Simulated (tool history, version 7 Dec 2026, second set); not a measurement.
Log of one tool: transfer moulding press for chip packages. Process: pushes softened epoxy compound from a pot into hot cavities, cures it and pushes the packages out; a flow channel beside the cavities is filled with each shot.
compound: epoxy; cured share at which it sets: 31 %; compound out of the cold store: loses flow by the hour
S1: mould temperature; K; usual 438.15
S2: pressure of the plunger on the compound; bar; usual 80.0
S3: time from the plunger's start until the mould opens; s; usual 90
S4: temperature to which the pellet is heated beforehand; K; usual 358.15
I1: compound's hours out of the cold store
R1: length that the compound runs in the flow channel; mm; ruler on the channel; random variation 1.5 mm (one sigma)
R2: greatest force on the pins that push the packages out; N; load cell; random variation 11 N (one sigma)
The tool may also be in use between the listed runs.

| run | hour | S1 | S2 | S3 | S4 | I1 | R1 | R2 |
|---|---|---|---|---|---|---|---|---|
| 1 | 0.0 | 438.15 | 80.0 | 90 | 358.15 | 18.6 | 683 | 513 |
|  | 7.3 | cavities cleaned with cleaning compound and waxed |
| 2 | 18.3 | 438.15 | 80.0 | 90 | 358.15 | 46.2 | 590 | 497 |
| 3 | 30.0 | 438.15 | 80.0 | 90 | 358.15 | 22.8 | 664 | 508 |
| 4 | 42.8 | 438.15 | 80.0 | 90 | 358.15 | 33.7 | 630 | 517 |
|  | 57.6 | cavities cleaned with cleaning compound and waxed |
| 5 | 59.2 | 438.15 | 80.0 | 90 | 358.15 | 25.7 | 657 | 517 |
| 6 | 67.3 | 438.15 | 80.0 | 90 | 358.15 | 12.2 | 707 | 518 |
| 7 | 74.2 | 438.15 | 80.0 | 90 | 358.15 | 11.7 | 713 | 480 |
| 8 | 82.0 | 438.15 | 73.3 | 90 | 358.15 | 42.1 | 575 | 499 |
| 9 | 93.4 | 438.15 | 80.0 | 90 | 361.15 | 9.2 | 720 | 519 |
|  | 107.6 | cavities cleaned with cleaning compound and waxed |
| 10 | 107.6 | 438.15 | 80.0 | 90 | 358.15 | 14.5 | 701 | 485 |
| 11 | 120.3 | 438.15 | 80.0 | 90 | 358.15 | 11.8 | 712 | 508 |
| 12 | 129.4 | 438.15 | 80.0 | 90 | 358.15 | 22.1 | 666 | 490 |
| 13 | 138.4 | 438.15 | 80.0 | 90 | 358.15 | 47.6 | 587 | 506 |
| 14 | 145.3 | 438.15 | 80.0 | 90 | 358.15 | 33.3 | 630 | 486 |
|  | 151.6 | plunger's sealing rings changed |
|  | 161.3 | cavities cleaned with cleaning compound and waxed |
| 15 | 163.4 | 438.15 | 80.0 | 90 | 358.15 | 44.5 | 597 | 474 |

Run 16 comes next. What will it give?
| 16 | 174.4 | 438.15 | 80.0 | 86 | 358.15 | 11.3 | ? | ? |

{"run 16": {"R1": 711, "R2": 532}}
Without the tool's hidden state the same run would have given R1 711 mm, R2 530 N.
